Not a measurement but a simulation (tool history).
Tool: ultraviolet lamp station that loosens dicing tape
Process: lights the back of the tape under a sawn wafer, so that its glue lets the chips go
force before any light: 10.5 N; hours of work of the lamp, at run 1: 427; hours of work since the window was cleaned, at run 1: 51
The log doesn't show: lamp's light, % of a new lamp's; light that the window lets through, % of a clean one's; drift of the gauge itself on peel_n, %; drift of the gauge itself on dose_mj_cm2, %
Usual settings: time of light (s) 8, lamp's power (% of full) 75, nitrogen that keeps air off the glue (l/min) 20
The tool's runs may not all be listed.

run,hour,time of light (s),lamp's power (% of full),nitrogen that keeps air off the glue (l/min),hours of work of the lamp,hours of work since the window was cleaned,force that peels the tape off (N),light that reached the tape (J/m2)
1,0,8,75,20,427,51,0.98,4590
2,29.2,8,75,20,441,65,1.025,4630
3,68.5,11,75,20,460,84,0.493,6300
4,106.8,8,75,33,479,103,0.741,4580
5,130,8,75,33,490,114,0.754,4600
6,161.3,8,75,33,505,129,0.781,4590
7,178.6,8,75,20,513,137,0.997,4630
8,197.1,4,75,20,522,146,3.122,2330
9,230.6,4,75,20,538,162,3.109,2330
10,256.2,4,75,20,551,174,3.167,2260
11,276,6,60,20,560,184,2.512,2790
12,297.9,5,72,40,571,194,1.902,2800
13,334.5,5,82,40,588,212,1.469,3120
14,372,11,71,20,606,230,0.55,5980
15,389.3,11,71,20,614,238,0.55,5940
16,429.9,5,82,24,634,258,1.904,3120
17,455.3,5,82,24,646,270,1.873,3140
18,481.1,8,72,13,659,282,1.484,4420
19,510.3,9,61,24,673,296,1.063,4170
20,546.1,8,85,27,690,314,0.645,5220

3 ways to go on from here, each from the tool as it stands after run 20. What would each give?
A,580.3,11,99,27,706,330,?,?
B,580.3,8,82,25,706,330,?,?
C,580.3,13,75,11,706,330,?,?

run,force that peels the tape off (N),light that reached the tape (J/m2)
A,0.244,8310
B,0.716,5080
C,0.528,7440
Without the tool's hidden state the same runs would have given:
run,force that peels the tape off (N),light that reached the tape (J/m2)
A,0.243,8330
B,0.711,5090
C,0.525,7460
